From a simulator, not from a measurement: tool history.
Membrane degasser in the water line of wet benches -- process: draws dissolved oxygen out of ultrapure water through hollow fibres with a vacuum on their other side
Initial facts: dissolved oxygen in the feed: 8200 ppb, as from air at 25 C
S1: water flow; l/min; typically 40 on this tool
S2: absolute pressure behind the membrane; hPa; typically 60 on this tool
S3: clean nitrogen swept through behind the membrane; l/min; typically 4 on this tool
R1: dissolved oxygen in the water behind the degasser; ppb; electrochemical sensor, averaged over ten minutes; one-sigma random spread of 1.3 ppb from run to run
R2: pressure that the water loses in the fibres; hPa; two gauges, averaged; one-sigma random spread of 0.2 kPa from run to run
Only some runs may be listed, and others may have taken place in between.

| run | hour | S1 | S2 | S3 | R1 | R2 |
|---|---|---|---|---|---|---|
| 1 | 0 | 40 | 60 | 4 | 152.5 | 453.1 |
| 2 | 123.6 | 40 | 60 | 4 | 150.2 | 452.9 |
| 3 | 176.5 | 40 | 60 | 4 | 153.8 | 453.9 |
|  | 202.9 | vacuum gauge calibrated |
| 4 | 281.4 | 40 | 60 | 4 | 155.5 | 452.4 |
| 5 | 388.6 | 40 | 60 | 4 | 157.5 | 455 |
| 6 | 503 | 40 | 60 | 4 | 159 | 450.4 |
|  | 525.5 | vacuum gauge calibrated, once more |
| 7 | 557.8 | 31 | 60 | 4 | 81.9 | 350.3 |
| 8 | 645.4 | 40 | 64.5 | 4 | 151.4 | 454.1 |
| 9 | 750.4 | 40 | 39.9 | 4 | 94.6 | 456.1 |
| 10 | 847.3 | 40 | 60 | 4 | 141.1 | 452.6 |
| 11 | 966.6 | 40 | 60 | 4.64 | 134.2 | 459.5 |
| 12 | 1031.3 | 40 | 60 | 4.64 | 132.6 | 457 |
| 13 | 1134 | 43 | 60 | 4.64 | 157.1 | 494.5 |
| 14 | 1217.8 | 63 | 77.4 | 1.87 | 574.4 | 719.5 |
| 15 | 1289.4 | 45 | 72.1 | 3.05 | 248.2 | 518.2 |
| 16 | 1402.4 | 44 | 60 | 5.15 | 164.3 | 505.1 |
| 17 | 1471.4 | 40 | 89.3 | 11.06 | 129.8 | 457.2 |
| 18 | 1567.4 | 38 | 39 | 4.01 | 83.5 | 436.9 |
| 19 | 1677.6 | 25 | 58.7 | 8.31 | 33.5 | 289.1 |

Difference, measured minus no-hidden-state, one row per run. Run-to-run variation is common to both terms; the gauge's own scatter need not be:
What the log doesn't record here: membrane still open, %; true pressure behind the membrane over the reading, kPa; air that leaks in behind the membrane, l/min; drift of the gauge itself on oxygen_ppb, %; drift of the gauge itself on loss_of_pressure_kpa, %.
| run | R1 | R2 |
|---|---|---|
| 1 | +25 | +13.3 |
| 2 | +25.4 | +14 |
| 3 | +26.2 | +14.3 |
| 4 | +29.8 | +14.8 |
| 5 | +30.9 | +15.4 |
| 6 | +31.6 | +15.8 |
| 7 | +6.4 | +12.5 |
| 8 | +13.5 | +16.7 |
| 9 | +13.8 | +17.2 |
| 10 | +14.6 | +17.6 |
| 11 | +15.4 | +18.3 |
| 12 | +15.6 | +18.7 |
| 13 | +19.1 | +20.9 |
| 14 | +43.4 | +31.2 |
| 15 | +23.9 | +22.9 |
| 16 | +22.4 | +22.9 |
| 17 | +17.2 | +21.2 |
| 18 | +17 | +20.6 |
| 19 | +5 | +13.9 |

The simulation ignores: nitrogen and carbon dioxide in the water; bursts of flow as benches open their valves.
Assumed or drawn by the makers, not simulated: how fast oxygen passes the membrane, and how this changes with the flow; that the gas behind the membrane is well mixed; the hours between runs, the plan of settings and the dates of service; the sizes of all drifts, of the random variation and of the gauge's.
